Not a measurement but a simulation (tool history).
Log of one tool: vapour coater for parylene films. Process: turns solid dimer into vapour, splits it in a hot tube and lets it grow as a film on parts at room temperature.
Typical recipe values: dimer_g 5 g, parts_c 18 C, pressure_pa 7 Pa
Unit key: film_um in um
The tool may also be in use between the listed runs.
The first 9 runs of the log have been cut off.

run,hour,dimer_g,parts_c,pressure_pa,film_um
10,107.9,3,18,7,1.05
11,123.4,3,18,7,1.03
12,139.5,3,18,7,1.01
13,147.1,3,18,7,1.02
14,160.2,3,18,7,1.05
15,168.1,3,18,7,1.01
16,181.1,3,18,7,1.03
17,194.1,3,18,9.9,0.95
18,206,3,18,9.9,0.99
19,220.3,3,18,9.9,0.99
20,229.6,3,18,3.68,1.12
21,238.4,3,18,3.68,1.09
22,248.3,6,10,2.65,2.86
23,258.6,2,27,9.38,0.5
24,269.4,2,27,9.38,0.48
25,285.3,2,27,9.38,0.5
26,299.3,5,21,2.46,1.73
27,310.4,5,18,2.18,1.91
28,319.1,7,18,7,2.33
# hour 333.7: trap's valve overhauled
29,335.6,2,13,7,0.89
30,344.4,5,20,6.16,1.81
31,352.1,5,13,2.71,2.51
32,360.7,2,11,6.19,0.95
33,376.6,3,13,7.89,1.27
34,392,3,13,7.89,1.32

Run 35, settings as shown, results not yet in. Your forecast:
35,401.1,3,13,7.89,?

Logged for run 35: film_um 1.32 um.
Were there no unlogged condition in the tool, this run, its random variation unchanged, would have produced film_um 1.35 um.

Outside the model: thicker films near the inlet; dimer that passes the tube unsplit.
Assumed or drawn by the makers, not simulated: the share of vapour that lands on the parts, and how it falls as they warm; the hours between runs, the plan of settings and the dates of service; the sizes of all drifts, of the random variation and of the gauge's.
